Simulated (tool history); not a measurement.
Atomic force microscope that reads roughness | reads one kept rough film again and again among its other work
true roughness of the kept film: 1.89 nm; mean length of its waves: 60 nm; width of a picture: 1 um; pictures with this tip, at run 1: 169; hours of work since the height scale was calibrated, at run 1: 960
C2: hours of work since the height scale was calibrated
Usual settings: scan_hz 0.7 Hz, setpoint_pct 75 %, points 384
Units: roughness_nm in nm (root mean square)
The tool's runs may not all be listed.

run 1 hour=0 | scan_hz=0.7 setpoint_pct=75 points=384 | pictures_with_this_tip=169 C2=960 | roughness_nm=1.725
run 2 hour=39.8 | scan_hz=0.7 setpoint_pct=75 points=384 | pictures_with_this_tip=228 C2=981 | roughness_nm=1.712
run 3 hour=80.3 | scan_hz=0.7 setpoint_pct=75 points=384 | pictures_with_this_tip=288 C2=1002 | roughness_nm=1.686
-- hour=101.5 new tip fitted
run 4 hour=120.6 | scan_hz=0.7 setpoint_pct=75 points=384 | pictures_with_this_tip=28 C2=1023 | roughness_nm=1.754
run 5 hour=148.3 | scan_hz=0.7 setpoint_pct=75 points=384 | pictures_with_this_tip=70 C2=1037 | roughness_nm=1.759
run 6 hour=184.9 | scan_hz=0.908 setpoint_pct=70 points=468 | pictures_with_this_tip=124 C2=1057 | roughness_nm=1.741
-- hour=188.9 height scale calibrated on a step standard
run 7 hour=211.3 | scan_hz=0.7 setpoint_pct=62 points=276 | pictures_with_this_tip=162 C2=12 | roughness_nm=1.755
run 8 hour=243.9 | scan_hz=0.761 setpoint_pct=85 points=276 | pictures_with_this_tip=210 C2=29 | roughness_nm=1.649
run 9 hour=283.4 | scan_hz=2.255 setpoint_pct=57 points=412 | pictures_with_this_tip=269 C2=49 | roughness_nm=1.701
-- hour=316.6 new tip fitted
run 10 hour=330.4 | scan_hz=2.255 setpoint_pct=57 points=412 | pictures_with_this_tip=20 C2=74 | roughness_nm=1.76

Hidden state or all else? Some run-to-run changes of roughness_nm, split into what the settings, what came in and random variation would give without the hidden state, and what is left for the hidden state (with any gauge scatter that isn't in both results):
The hidden state here: radius of the tip, nm; height scale over the true one, %; drift of the gauge itself on roughness_nm, %.
Run 3 -> 4: new tip fitted. roughness_nm +0.068 nm (root mean square): hidden state +0.067, all else +0.001.
Run 7 -> 8: scan_hz 0.7 -> 0.761, setpoint_pct 62 -> 85. roughness_nm -0.106 nm (root mean square): hidden state -0.006, all else -0.1.
